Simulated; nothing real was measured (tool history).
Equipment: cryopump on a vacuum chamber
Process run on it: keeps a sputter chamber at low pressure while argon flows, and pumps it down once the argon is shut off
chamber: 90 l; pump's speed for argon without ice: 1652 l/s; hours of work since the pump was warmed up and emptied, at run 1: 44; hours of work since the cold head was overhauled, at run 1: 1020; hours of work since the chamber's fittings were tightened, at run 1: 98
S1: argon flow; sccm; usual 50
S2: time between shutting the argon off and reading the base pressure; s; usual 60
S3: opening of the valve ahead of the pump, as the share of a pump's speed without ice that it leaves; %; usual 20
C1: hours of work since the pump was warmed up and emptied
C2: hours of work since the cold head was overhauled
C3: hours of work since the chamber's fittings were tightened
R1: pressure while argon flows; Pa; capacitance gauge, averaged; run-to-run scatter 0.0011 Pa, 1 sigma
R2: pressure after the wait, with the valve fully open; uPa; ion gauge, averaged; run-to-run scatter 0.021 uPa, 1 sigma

run 1 hour=0 | S1=50 S2=60 S3=20 | C1=44 C2=1020 C3=98 | R1=0.2577 R2=0.63
run 2 hour=18.2 | S1=50 S2=60 S3=20 | C1=61 C2=1036 C3=114 | R1=0.2561 R2=0.61
run 3 hour=33 | S1=34 S2=60 S3=20 | C1=74 C2=1050 C3=128 | R1=0.1741 R2=0.62
run 4 hour=58.7 | S1=50 S2=60 S3=20 | C1=97 C2=1073 C3=151 | R1=0.2601 R2=0.63
run 5 hour=91.5 | S1=50 S2=60 S3=20 | C1=127 C2=1102 C3=180 | R1=0.2582 R2=0.68
run 6 hour=117.2 | S1=50 S2=60 S3=20 | C1=150 C2=1125 C3=203 | R1=0.2589 R2=0.7
run 7 hour=131.9 | S1=50 S2=60 S3=20 | C1=163 C2=1139 C3=217 | R1=0.2563 R2=0.66
run 8 hour=151.9 | S1=50 S2=60 S3=20 | C1=181 C2=1157 C3=235 | R1=0.2576 R2=0.67
run 9 hour=167.3 | S1=22 S2=60 S3=20 | C1=195 C2=1170 C3=248 | R1=0.1134 R2=0.68
run 10 hour=193.6 | S1=30 S2=60 S3=20 | C1=219 C2=1194 C3=272 | R1=0.1549 R2=0.68
run 11 hour=216.2 | S1=30 S2=60 S3=20 | C1=239 C2=1214 C3=292 | R1=0.1551 R2=0.74
run 12 hour=235.7 | S1=50 S2=60 S3=20 | C1=256 C2=1232 C3=310 | R1=0.2587 R2=0.71
run 13 hour=267.4 | S1=50 S2=60 S3=20 | C1=285 C2=1261 C3=339 | R1=0.2586 R2=0.76
run 14 hour=299.7 | S1=50 S2=60 S3=20 | C1=314 C2=1290 C3=368 | R1=0.2596 R2=0.79
run 15 hour=333.8 | S1=50 S2=60 S3=20 | C1=345 C2=1320 C3=398 | R1=0.2596 R2=0.82
run 16 hour=366.4 | S1=50 S2=60 S3=20 | C1=374 C2=1349 C3=427 | R1=0.2611 R2=0.83
run 17 hour=397.7 | S1=50 S2=60 S3=20 | C1=402 C2=1378 C3=456 | R1=0.2612 R2=0.84
run 18 hour=419.1 | S1=73 S2=36 S3=31 | C1=421 C2=1397 C3=475 | R1=0.2501 R2=1.03
run 19 hour=434.2 | S1=30 S2=236 S3=18 | C1=435 C2=1410 C3=488 | R1=0.1741 R2=0.61
run 20 hour=453.4 | S1=30 S2=157 S3=17 | C1=452 C2=1428 C3=506 | R1=0.1852 R2=0.68
run 21 hour=472 | S1=30 S2=157 S3=17 | C1=469 C2=1445 C3=523 | R1=0.1832 R2=0.64
run 22 hour=507.8 | S1=21 S2=36 S3=20 | C1=501 C2=1477 C3=555 | R1=0.1101 R2=1.09
run 23 hour=527.2 | S1=73 S2=36 S3=56 | C1=519 C2=1494 C3=572 | R1=0.1435 R2=1.11
run 24 hour=551.8 | S1=87 S2=60 S3=20 | C1=541 C2=1516 C3=594 | R1=0.4606 R2=0.94
run 25 hour=586 | S1=29 S2=226 S3=52 | C1=571 C2=1547 C3=625 | R1=0.0612 R2=0.65
run 26 hour=603.2 | S1=29 S2=44 S3=52 | C1=587 C2=1562 C3=641 | R1=0.0608 R2=1.05
run 27 hour=634.9 | S1=40 S2=83 S3=40 | C1=615 C2=1591 C3=669 | R1=0.109 R2=0.87
run 28 hour=669.1 | S1=98 S2=30 S3=50 | C1=646 C2=1622 C3=700 | R1=0.2184 R2=1.27
run 29 hour=702.2 | S1=59 S2=60 S3=20 | C1=676 C2=1652 C3=730 | R1=0.3113 R2=1.04
run 30 hour=737 | S1=50 S2=51 S3=52 | C1=707 C2=1683 C3=761 | R1=0.1076 R2=1.06
run 31 hour=760.2 | S1=50 S2=51 S3=52 | C1=728 C2=1704 C3=782 | R1=0.1074 R2=1.12
run 32 hour=777.9 | S1=50 S2=51 S3=52 | C1=744 C2=1720 C3=798 | R1=0.1076 R2=1.11
run 33 hour=806.1 | S1=26 S2=203 S3=20 | C1=769 C2=1745 C3=823 | R1=0.1387 R2=0.85
run 34 hour=823.9 | S1=26 S2=203 S3=20 | C1=785 C2=1761 C3=839 | R1=0.1365 R2=0.8

3 ways to go on from here, each from the tool as it stands after run 34. What would each give?
run A hour=855.1 | S1=44 S2=60 S3=39 | C1=813 C2=1789 C3=867 | R1=? R2=?
run B hour=855.1 | S1=50 S2=274 S3=20 | C1=813 C2=1789 C3=867 | R1=? R2=?
run C hour=855.1 | S1=52 S2=60 S3=20 | C1=813 C2=1789 C3=867 | R1=? R2=?

run=A R1=0.1243 R2=1.06
run=B R1=0.267 R2=0.86
run=C R1=0.2753 R2=1.08
Without the tool's hidden state the same runs would have given:
run=A R1=0.1153 R2=0.48
run=B R1=0.2567 R2=0.26
run=C R1=0.2647 R2=0.49

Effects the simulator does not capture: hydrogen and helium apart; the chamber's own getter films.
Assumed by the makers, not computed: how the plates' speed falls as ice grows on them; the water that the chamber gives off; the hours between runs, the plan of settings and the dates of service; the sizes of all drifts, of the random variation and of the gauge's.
